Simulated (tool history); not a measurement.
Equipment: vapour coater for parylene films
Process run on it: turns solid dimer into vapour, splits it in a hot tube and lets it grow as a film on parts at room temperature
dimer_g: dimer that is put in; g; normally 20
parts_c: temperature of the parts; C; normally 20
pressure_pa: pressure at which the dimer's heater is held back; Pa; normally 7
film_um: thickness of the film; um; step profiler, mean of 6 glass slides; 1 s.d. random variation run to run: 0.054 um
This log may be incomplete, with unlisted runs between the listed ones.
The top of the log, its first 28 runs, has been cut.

run	day	dimer_g	parts_c	pressure_pa	hours of work since the trap's valve was overhauled	hours of work since the table's thermometer was calibrated	film_um
29	24.454	27	31	7	154	682	8.93
30	25.425	28	13	3.66	174	702	19.61
31	26.333	9	16	11.44	192	720	5.25
32	27.583	9	13	4.41	217	745	6.32
33	28.121	9	13	4.41	228	756	6.3
34	28.829	17	14	7	242	770	11.48
35	29.546	10	20	7	257	785	5.29
36	30.204	10	20	7	270	798	5.18

Below are 4 alternative next runs, each starting from the tool's condition after run 36. Predict each:
A	31.379	9	20	2.11	294	822	?
B	31.379	17	20	7	294	822	?
C	31.379	20	18	4.16	294	822	?
D	31.379	8	20	7	294	822	?

run	film_um
A	5.74
B	8.77
C	12.37
D	4.14
Without the tool's unlogged condition, the same runs would have read:
run	film_um
A	5.99
B	9.14
C	12.9
D	4.32

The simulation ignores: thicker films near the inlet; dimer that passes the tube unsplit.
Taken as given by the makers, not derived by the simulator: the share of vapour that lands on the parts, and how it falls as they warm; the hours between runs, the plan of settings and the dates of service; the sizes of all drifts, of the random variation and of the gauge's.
